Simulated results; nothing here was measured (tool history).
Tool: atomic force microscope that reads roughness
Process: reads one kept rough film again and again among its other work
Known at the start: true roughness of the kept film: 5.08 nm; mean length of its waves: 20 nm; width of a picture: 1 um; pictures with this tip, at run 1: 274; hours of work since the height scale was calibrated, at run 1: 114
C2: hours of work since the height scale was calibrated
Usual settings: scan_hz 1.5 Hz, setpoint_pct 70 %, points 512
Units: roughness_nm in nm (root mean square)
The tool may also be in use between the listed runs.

run 1 hour=0 | scan_hz=1.5 setpoint_pct=70 points=512 | pictures_with_this_tip=274 C2=114 | roughness_nm=1.897
run 2 hour=14.4 | scan_hz=1.5 setpoint_pct=70 points=512 | pictures_with_this_tip=307 C2=124 | roughness_nm=1.818
run 3 hour=22.3 | scan_hz=1.5 setpoint_pct=70 points=512 | pictures_with_this_tip=326 C2=130 | roughness_nm=1.756
run 4 hour=30.6 | scan_hz=1.5 setpoint_pct=70 points=512 | pictures_with_this_tip=345 C2=136 | roughness_nm=1.713
run 5 hour=37.5 | scan_hz=1.5 setpoint_pct=70 points=865 | pictures_with_this_tip=361 C2=140 | roughness_nm=1.701
run 6 hour=45.8 | scan_hz=1.5 setpoint_pct=70 points=865 | pictures_with_this_tip=380 C2=146 | roughness_nm=1.644
-- hour=54.4 new tip fitted
run 7 hour=54.4 | scan_hz=1.5 setpoint_pct=57 points=865 | pictures_with_this_tip=0 C2=152 | roughness_nm=3.314
run 8 hour=63.6 | scan_hz=0.62 setpoint_pct=70 points=512 | pictures_with_this_tip=22 C2=159 | roughness_nm=3.116
run 9 hour=74 | scan_hz=1.5 setpoint_pct=57 points=512 | pictures_with_this_tip=46 C2=166 | roughness_nm=2.929
run 10 hour=83.4 | scan_hz=1.5 setpoint_pct=57 points=512 | pictures_with_this_tip=67 C2=173 | roughness_nm=2.824
run 11 hour=93.4 | scan_hz=1.5 setpoint_pct=70 points=512 | pictures_with_this_tip=90 C2=180 | roughness_nm=2.658
run 12 hour=100.1 | scan_hz=1.5 setpoint_pct=75 points=512 | pictures_with_this_tip=106 C2=185 | roughness_nm=2.584
run 13 hour=113.7 | scan_hz=1.5 setpoint_pct=70 points=512 | pictures_with_this_tip=137 C2=195 | roughness_nm=2.465
run 14 hour=120.3 | scan_hz=1.5 setpoint_pct=70 points=512 | pictures_with_this_tip=152 C2=199 | roughness_nm=2.411
-- hour=122.1 height scale calibrated on a step standard
run 15 hour=128.8 | scan_hz=1.5 setpoint_pct=82 points=512 | pictures_with_this_tip=170 C2=5 | roughness_nm=2.278
run 16 hour=143.1 | scan_hz=0.51 setpoint_pct=73 points=878 | pictures_with_this_tip=203 C2=15 | roughness_nm=2.264
run 17 hour=157.9 | scan_hz=0.51 setpoint_pct=73 points=878 | pictures_with_this_tip=237 C2=26 | roughness_nm=2.133
run 18 hour=167.7 | scan_hz=0.62 setpoint_pct=73 points=535 | pictures_with_this_tip=259 C2=33 | roughness_nm=2.035
run 19 hour=174.1 | scan_hz=1.5 setpoint_pct=70 points=963 | pictures_with_this_tip=274 C2=37 | roughness_nm=1.963
run 20 hour=183.1 | scan_hz=1.5 setpoint_pct=68 points=840 | pictures_with_this_tip=295 C2=44 | roughness_nm=1.907
-- hour=192.7 height scale calibrated on a step standard, once more
run 21 hour=197 | scan_hz=0.98 setpoint_pct=66 points=512 | pictures_with_this_tip=324 C2=3 | roughness_nm=1.832
run 22 hour=210 | scan_hz=0.98 setpoint_pct=89 points=544 | pictures_with_this_tip=354 C2=12 | roughness_nm=1.72
run 23 hour=220.2 | scan_hz=1.87 setpoint_pct=77 points=512 | pictures_with_this_tip=378 C2=20 | roughness_nm=1.654
-- hour=230.3 new tip fitted
run 24 hour=234.6 | scan_hz=1.87 setpoint_pct=77 points=512 | pictures_with_this_tip=10 C2=30 | roughness_nm=3.068
run 25 hour=246.6 | scan_hz=2.4 setpoint_pct=63 points=558 | pictures_with_this_tip=37 C2=38 | roughness_nm=2.965
run 26 hour=255.9 | scan_hz=2.4 setpoint_pct=63 points=558 | pictures_with_this_tip=59 C2=45 | roughness_nm=2.853
run 27 hour=264.9 | scan_hz=1.14 setpoint_pct=79 points=512 | pictures_with_this_tip=80 C2=51 | roughness_nm=2.693
run 28 hour=276.1 | scan_hz=0.59 setpoint_pct=71 points=305 | pictures_with_this_tip=106 C2=59 | roughness_nm=2.553

5 ways to go on from here, each from the tool as it stands after run 28. What would each give?
run A hour=288.5 | scan_hz=1.5 setpoint_pct=75 points=449 | pictures_with_this_tip=134 C2=68 | roughness_nm=?
run B hour=288.5 | scan_hz=1.59 setpoint_pct=65 points=314 | pictures_with_this_tip=134 C2=68 | roughness_nm=?
run C hour=288.5 | scan_hz=1.5 setpoint_pct=70 points=441 | pictures_with_this_tip=134 C2=68 | roughness_nm=?
run D hour=288.5 | scan_hz=1.5 setpoint_pct=70 points=808 | pictures_with_this_tip=134 C2=68 | roughness_nm=?
run E hour=288.5 | scan_hz=3.09 setpoint_pct=59 points=305 | pictures_with_this_tip=134 C2=68 | roughness_nm=?

run=A roughness_nm=2.419
run=B roughness_nm=2.41
run=C roughness_nm=2.431
run=D roughness_nm=2.446
run=E roughness_nm=2.384
Without the tool's hidden state the same runs would have given:
run=A roughness_nm=3.238
run=B roughness_nm=3.221
run=C roughness_nm=3.254
run=D roughness_nm=3.274
run=E roughness_nm=3.193
